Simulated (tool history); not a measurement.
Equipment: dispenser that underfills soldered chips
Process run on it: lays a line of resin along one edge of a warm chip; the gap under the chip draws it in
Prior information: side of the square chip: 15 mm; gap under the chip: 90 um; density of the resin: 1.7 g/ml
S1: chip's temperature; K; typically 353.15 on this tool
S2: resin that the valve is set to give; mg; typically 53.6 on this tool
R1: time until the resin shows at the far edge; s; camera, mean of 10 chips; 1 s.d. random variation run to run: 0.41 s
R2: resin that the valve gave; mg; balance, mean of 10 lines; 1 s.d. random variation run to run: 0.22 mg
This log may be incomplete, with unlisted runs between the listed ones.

Run 1, hour 0.0: usual settings. Result: R1 36.6 s, R2 50.09 mg.
Run 2, hour 5.7: usual settings. Result: R1 32.6 s, R2 50.49 mg.
Run 3, hour 14.6: usual settings. Result: R1 33.2 s, R2 50.56 mg.
Run 4, hour 23.0: usual settings. Result: R1 33.5 s, R2 50.29 mg.
Run 5, hour 32.0: usual settings. Result: R1 33.3 s, R2 53.92 mg.
Run 6, hour 41.8: usual settings. Result: R1 33.4 s, R2 53.45 mg.
Run 7, hour 49.1: usual settings. Result: R1 32.8 s, R2 53.27 mg.
Run 8, hour 55.2: usual settings but S1 359.15 K, S2 49.5 mg. Result: R1 23.9 s, R2 49.08 mg.
Run 9, hour 63.1: usual settings but S1 355.15 K, S2 54.2 mg. Result: R1 26.7 s, R2 53.64 mg.
Run 10, hour 68.4: usual settings but S1 355.15 K, S2 54.2 mg. Result: R1 32.9 s, R2 52.97 mg.
Run 11, hour 73.2: usual settings but S1 360.15 K, S2 50.8 mg. Result: R1 23.1 s, R2 50.28 mg.
Run 12, hour 82.9: usual settings but S2 50.6 mg. Result: R1 31.8 s, R2 49.77 mg.
Run 13, hour 91.8: usual settings but S1 352.15 K, S2 68.3 mg. Result: R1 31.1 s, R2 66.63 mg.

Withheld: 12 entries from between the runs. Position of each, and hidden state at the listed run before versus the listed run after:
After run 1, before run 2: new syringe of resin (hour 1.0)
  resin's viscosity, % of fresh resin's: 123.5 -> 112.7; dose that the valve gives, % of what is set: 94.36 -> 94.16; true chip temperature over the reading, C: -0.75 -> -0.77
  what was measured, less what the result would be without the hidden state, R1: +8.1 -> +4.9 s; R2: -3.00 -> -3.12 mg
After run 2, before run 3: new syringe of resin (hour 9.6)
  resin's viscosity, % of fresh resin's: 112.7 -> 112.5; dose that the valve gives, % of what is set: 94.16 -> 93.84; true chip temperature over the reading, C: -0.77 -> -0.79
  what was measured, less what the result would be without the hidden state, R1: +4.9 -> +5.0 s; R2: -3.12 -> -3.32 mg
After run 3, before run 4: new syringe of resin (hour 18.1)
  resin's viscosity, % of fresh resin's: 112.5 -> 113.4; dose that the valve gives, % of what is set: 93.84 -> 93.55; true chip temperature over the reading, C: -0.79 -> -0.82
  what was measured, less what the result would be without the hidden state, R1: +5.0 -> +5.3 s; R2: -3.32 -> -3.46 mg
After run 4, before run 5: new syringe of resin (hour 27.3); dispensing valve cleaned and set on the balance (hour 29.6)
  resin's viscosity, % of fresh resin's: 113.4 -> 111.6; dose that the valve gives, % of what is set: 93.55 -> 100.07; true chip temperature over the reading, C: -0.82 -> -0.85
  what was measured, less what the result would be without the hidden state, R1: +5.3 -> +4.5 s; R2: -3.46 -> +0.04 mg
After run 5, before run 6: new syringe of resin (hour 36.8)
  resin's viscosity, % of fresh resin's: 111.6 -> 114.1; dose that the valve gives, % of what is set: 100.07 -> 99.73; true chip temperature over the reading, C: -0.85 -> -0.89
  what was measured, less what the result would be without the hidden state, R1: +4.5 -> +5.3 s; R2: +0.04 -> -0.15 mg
After run 6, before run 7: new syringe of resin (hour 45.5)
  resin's viscosity, % of fresh resin's: 114.1 -> 109.7; dose that the valve gives, % of what is set: 99.73 -> 99.48; true chip temperature over the reading, C: -0.89 -> -0.91
  what was measured, less what the result would be without the hidden state, R1: +5.3 -> +4.0 s; R2: -0.15 -> -0.28 mg
After run 7, before run 8: new syringe of resin (hour 54.0)
  resin's viscosity, % of fresh resin's: 109.7 -> 103.6; dose that the valve gives, % of what is set: 99.48 -> 99.25; true chip temperature over the reading, C: -0.91 -> -0.93
  what was measured, less what the result would be without the hidden state, R1: +4.0 -> +1.7 s; R2: -0.28 -> -0.37 mg
After run 8, before run 9: new syringe of resin (hour 62.7)
  resin's viscosity, % of fresh resin's: 103.6 -> 101.1; dose that the valve gives, % of what is set: 99.25 -> 98.97; true chip temperature over the reading, C: -0.93 -> -0.96
  what was measured, less what the result would be without the hidden state, R1: +1.7 -> +1.4 s; R2: -0.37 -> -0.55 mg
After run 10, before run 11: new syringe of resin (hour 72.0)
  resin's viscosity, % of fresh resin's: 116.1 -> 101.6; dose that the valve gives, % of what is set: 98.79 -> 98.62; true chip temperature over the reading, C: -0.98 -> -1
  what was measured, less what the result would be without the hidden state, R1: +5.7 -> +1.3 s; R2: -0.66 -> -0.70 mg
After run 11, before run 12: new syringe of resin (hour 80.9)
  resin's viscosity, % of fresh resin's: 101.6 -> 106.7; dose that the valve gives, % of what is set: 98.62 -> 98.27; true chip temperature over the reading, C: -1 -> -1.03
  what was measured, less what the result would be without the hidden state, R1: +1.3 -> +3.4 s; R2: -0.70 -> -0.88 mg
After run 12, before run 13: new syringe of resin (hour 89.7)
  resin's viscosity, % of fresh resin's: 106.7 -> 104; dose that the valve gives, % of what is set: 98.27 -> 97.97; true chip temperature over the reading, C: -1.03 -> -1.06
  what was measured, less what the result would be without the hidden state, R1: +3.4 -> +2.5 s; R2: -0.88 -> -1.38 mg

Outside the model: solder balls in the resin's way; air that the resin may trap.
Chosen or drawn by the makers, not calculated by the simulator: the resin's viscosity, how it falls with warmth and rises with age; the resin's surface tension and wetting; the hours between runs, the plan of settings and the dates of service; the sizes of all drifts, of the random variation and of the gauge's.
